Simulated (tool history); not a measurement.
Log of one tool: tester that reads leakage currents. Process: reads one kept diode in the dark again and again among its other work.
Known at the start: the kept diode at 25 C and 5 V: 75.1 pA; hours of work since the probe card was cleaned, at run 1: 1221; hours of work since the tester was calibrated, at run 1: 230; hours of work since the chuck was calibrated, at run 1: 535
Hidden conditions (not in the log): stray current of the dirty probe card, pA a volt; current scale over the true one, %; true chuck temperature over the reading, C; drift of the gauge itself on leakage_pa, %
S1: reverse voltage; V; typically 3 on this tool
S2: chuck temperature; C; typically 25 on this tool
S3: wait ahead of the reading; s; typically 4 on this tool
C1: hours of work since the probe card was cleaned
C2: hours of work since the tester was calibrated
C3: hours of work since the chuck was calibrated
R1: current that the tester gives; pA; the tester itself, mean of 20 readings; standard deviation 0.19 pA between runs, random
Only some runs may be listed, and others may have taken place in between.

run    hour    S1  S2    S3    C1    C2    C3      R1
  1       0     3  25     4  1221   230   535   59.76
  2   102.5     3  25     4  1262   271   576   59.76
      228.4  -- probe card cleaned and baked
  3   228.4     3  25     4     0   320   625   55.17
  4   292.2     3  25  1.76    26   346   651   55.03
  5   424.6     3  25  1.76    79   399   704   54.95
  6   561.1     3  25  1.76   134   454   759   54.54
  7   700.5     3  25  1.76   190   510   815   53.71
  8   771.4     3  25  1.76   218   538   843   53.99
  9   833.4     3  25  1.76   243   563   868   53.88
 10   929.7     3  25     4   282   602   907   53.18
 11  1001.7     3  25     4   311   631   936   52.95
 12  1088.6     3  25     4   346   666   971   52.96
 13  1149.1     3  25     4   370   690   995    52.7
 14  1219.4   6.7  25  0.94   398   719  1023   74.71
 15  1325.8   6.7  25  0.94   441   761  1066   74.58
 16  1462.6   6.7  32  0.94   496   816  1121  140.31
     1490.5  -- chuck's temperature calibrated
 17  1538.5  5.43  32  1.59   526   846    19  154.17
 18  1616.7  5.43  32  1.59   557   877    51  153.62
 19  1700.6  5.43  32  1.59   591   911    84  153.43
 20  1764.9  5.43  32  1.59   617   937   110  152.49
 21  1840.1  2.15  23  2.67   647   967   141   45.08
 22  1981.6  2.15  23  2.67   704  1024   197   44.67
 23  2042.5  2.44  26     4   728  1049   222   62.11
 24  2166.5  2.44  35  0.56   778  1098   272   142.3

Below are 5 alternative next runs, each starting from the tool's condition after run 24. Predict each:
  A  2281.7  7.11  44  2.47  825  1145  318   ?
  B  2281.7  4.91  35  0.56  825  1145  318   ?
  C  2281.7     3  38  1.35  825  1145  318   ?
  D  2281.7  2.44  25  0.56  825  1145  318   ?
  E  2281.7     3  52  2.23  825  1145  318   ?

run      R1
  A   472.3
  B  187.86
  C  199.51
  D   56.96
  E  654.59
Stripped of hidden state, with their random variation kept, the same runs would have yielded:
run      R1
  A  490.26
  B  193.49
  C  207.45
  D   57.95
  E  684.38
